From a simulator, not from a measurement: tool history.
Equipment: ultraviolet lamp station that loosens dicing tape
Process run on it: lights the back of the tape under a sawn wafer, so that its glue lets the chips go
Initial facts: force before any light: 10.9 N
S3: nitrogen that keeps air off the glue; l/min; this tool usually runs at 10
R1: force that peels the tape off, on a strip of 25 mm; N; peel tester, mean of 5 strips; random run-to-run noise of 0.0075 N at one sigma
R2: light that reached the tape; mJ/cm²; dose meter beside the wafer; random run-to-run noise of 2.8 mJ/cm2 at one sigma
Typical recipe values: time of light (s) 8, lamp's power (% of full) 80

run 1 day=0.000 | time_of_light_(s)=8 lamp's_power_(%_of_full)=80 S3=10 | R1=0.452 R2=304
run 2 day=1.258 | time_of_light_(s)=8 lamp's_power_(%_of_full)=80 S3=10 | R1=0.475 R2=303
run 3 day=2.446 | time_of_light_(s)=8 lamp's_power_(%_of_full)=71 S3=10 | R1=0.631 R2=271
run 4 day=3.208 | time_of_light_(s)=7 lamp's_power_(%_of_full)=71 S3=10 | R1=0.858 R2=229
run 5 day=3.929 | time_of_light_(s)=15 lamp's_power_(%_of_full)=80 S3=10 | R1=0.173 R2=555
run 6 day=4.954 | time_of_light_(s)=7 lamp's_power_(%_of_full)=80 S3=10 | R1=0.663 R2=262
run 7 day=5.733 | time_of_light_(s)=8 lamp's_power_(%_of_full)=80 S3=10 | R1=0.467 R2=296
run 8 day=6.608 | time_of_light_(s)=8 lamp's_power_(%_of_full)=80 S3=10 | R1=0.483 R2=299
run 9 day=7.533 | time_of_light_(s)=8 lamp's_power_(%_of_full)=80 S3=10 | R1=0.513 R2=294
run 10 day=9.196 | time_of_light_(s)=8 lamp's_power_(%_of_full)=80 S3=10 | R1=0.521 R2=293
run 11 day=10.642 | time_of_light_(s)=8 lamp's_power_(%_of_full)=80 S3=10 | R1=0.529 R2=286
run 12 day=11.450 | time_of_light_(s)=8 lamp's_power_(%_of_full)=80 S3=10 | R1=0.525 R2=290
run 13 day=12.508 | time_of_light_(s)=8 lamp's_power_(%_of_full)=80 S3=4 | R1=0.960 R2=286
run 14 day=13.546 | time_of_light_(s)=8 lamp's_power_(%_of_full)=80 S3=4 | R1=0.978 R2=288
run 15 day=14.550 | time_of_light_(s)=8 lamp's_power_(%_of_full)=80 S3=10 | R1=0.543 R2=278
run 16 day=15.833 | time_of_light_(s)=8 lamp's_power_(%_of_full)=80 S3=8 | R1=0.631 R2=278
run 17 day=17.071 | time_of_light_(s)=8 lamp's_power_(%_of_full)=80 S3=8 | R1=0.645 R2=281
run 18 day=18.038 | time_of_light_(s)=10 lamp's_power_(%_of_full)=80 S3=10 | R1=0.342 R2=351
run 19 day=18.758 | time_of_light_(s)=8 lamp's_power_(%_of_full)=80 S3=10 | R1=0.559 R2=274
run 20 day=20.304 | time_of_light_(s)=8 lamp's_power_(%_of_full)=80 S3=10 | R1=0.580 R2=275
run 21 day=21.396 | time_of_light_(s)=8 lamp's_power_(%_of_full)=80 S3=10 | R1=0.596 R2=272
run 22 day=22.825 | time_of_light_(s)=8 lamp's_power_(%_of_full)=80 S3=10 | R1=0.586 R2=276
run 23 day=24.000 | time_of_light_(s)=8 lamp's_power_(%_of_full)=80 S3=10 | R1=0.593 R2=273
run 24 day=24.842 | time_of_light_(s)=8 lamp's_power_(%_of_full)=80 S3=10 | R1=0.618 R2=269
-- day=25.179 window cleaned of glue's vapour
run 25 day=25.592 | time_of_light_(s)=8 lamp's_power_(%_of_full)=80 S3=10 | R1=0.670 R2=256
run 26 day=26.504 | time_of_light_(s)=8 lamp's_power_(%_of_full)=80 S3=10 | R1=0.685 R2=260
run 27 day=28.058 | time_of_light_(s)=8 lamp's_power_(%_of_full)=80 S3=10 | R1=0.673 R2=261
run 28 day=28.838 | time_of_light_(s)=5 lamp's_power_(%_of_full)=72 S3=4 | R1=3.058 R2=148
run 29 day=30.546 | time_of_light_(s)=9 lamp's_power_(%_of_full)=90 S3=7 | R1=0.511 R2=319
run 30 day=31.538 | time_of_light_(s)=9 lamp's_power_(%_of_full)=90 S3=7 | R1=0.498 R2=318
run 31 day=33.162 | time_of_light_(s)=8 lamp's_power_(%_of_full)=78 S3=10 | R1=0.784 R2=251
-- day=34.229 window cleaned of glue's vapour, once more
run 32 day=34.804 | time_of_light_(s)=8 lamp's_power_(%_of_full)=78 S3=10 | R1=0.502 R2=294
run 33 day=36.588 | time_of_light_(s)=8 lamp's_power_(%_of_full)=75 S3=10 | R1=0.557 R2=277
run 34 day=37.517 | time_of_light_(s)=15 lamp's_power_(%_of_full)=80 S3=10 | R1=0.166 R2=556
run 35 day=38.867 | time_of_light_(s)=5 lamp's_power_(%_of_full)=79 S3=13 | R1=1.277 R2=182
run 36 day=40.433 | time_of_light_(s)=5 lamp's_power_(%_of_full)=79 S3=13 | R1=1.295 R2=181
run 37 day=42.067 | time_of_light_(s)=5 lamp's_power_(%_of_full)=79 S3=13 | R1=1.350 R2=182
run 38 day=43.254 | time_of_light_(s)=8 lamp's_power_(%_of_full)=84 S3=14 | R1=0.391 R2=306
run 39 day=44.858 | time_of_light_(s)=8 lamp's_power_(%_of_full)=84 S3=14 | R1=0.382 R2=303
run 40 day=45.983 | time_of_light_(s)=15 lamp's_power_(%_of_full)=61 S3=16 | R1=0.216 R2=404
run 41 day=47.158 | time_of_light_(s)=6 lamp's_power_(%_of_full)=80 S3=4 | R1=1.723 R2=213
run 42 day=48.492 | time_of_light_(s)=6 lamp's_power_(%_of_full)=80 S3=4 | R1=1.786 R2=212
run 43 day=50.171 | time_of_light_(s)=7 lamp's_power_(%_of_full)=80 S3=4 | R1=1.340 R2=243
run 44 day=51.721 | time_of_light_(s)=7 lamp's_power_(%_of_full)=98 S3=4 | R1=0.893 R2=299

The same runs without the tool's hidden state, with the same run-to-run variation:
What the log doesn't record here: lamp's light, % of a new lamp's; light that the window lets through, % of a clean one's; drift of the gauge itself on peel_n, %; drift of the gauge itself on dose_mj_cm2, %.
run=1 R1=0.274 R2=376
run=2 R1=0.287 R2=378
run=3 R1=0.368 R2=340
run=4 R1=0.499 R2=288
run=5 R1=0.160 R2=701
run=6 R1=0.374 R2=331
run=7 R1=0.269 R2=377
run=8 R1=0.274 R2=381
run=9 R1=0.288 R2=377
run=10 R1=0.284 R2=379
run=11 R1=0.286 R2=374
run=12 R1=0.283 R2=379
run=13 R1=0.507 R2=377
run=14 R1=0.507 R2=380
run=15 R1=0.278 R2=371
run=16 R1=0.314 R2=374
run=17 R1=0.313 R2=377
run=18 R1=0.199 R2=473
run=19 R1=0.272 R2=372
run=20 R1=0.278 R2=377
run=21 R1=0.282 R2=375
run=22 R1=0.279 R2=381
run=23 R1=0.273 R2=381
run=24 R1=0.280 R2=377
run=25 R1=0.285 R2=373
run=26 R1=0.282 R2=378
run=27 R1=0.272 R2=382
run=28 R1=1.730 R2=216
run=29 R1=0.217 R2=474
run=30 R1=0.214 R2=475
run=31 R1=0.297 R2=375
run=32 R1=0.293 R2=369
run=33 R1=0.317 R2=352
run=34 R1=0.152 R2=708
run=35 R1=0.749 R2=233
run=36 R1=0.748 R2=233
run=37 R1=0.770 R2=236
run=38 R1=0.223 R2=400
run=39 R1=0.210 R2=399
run=40 R1=0.167 R2=536
run=41 R1=0.979 R2=284
run=42 R1=0.999 R2=284
run=43 R1=0.695 R2=328
run=44 R1=0.429 R2=407
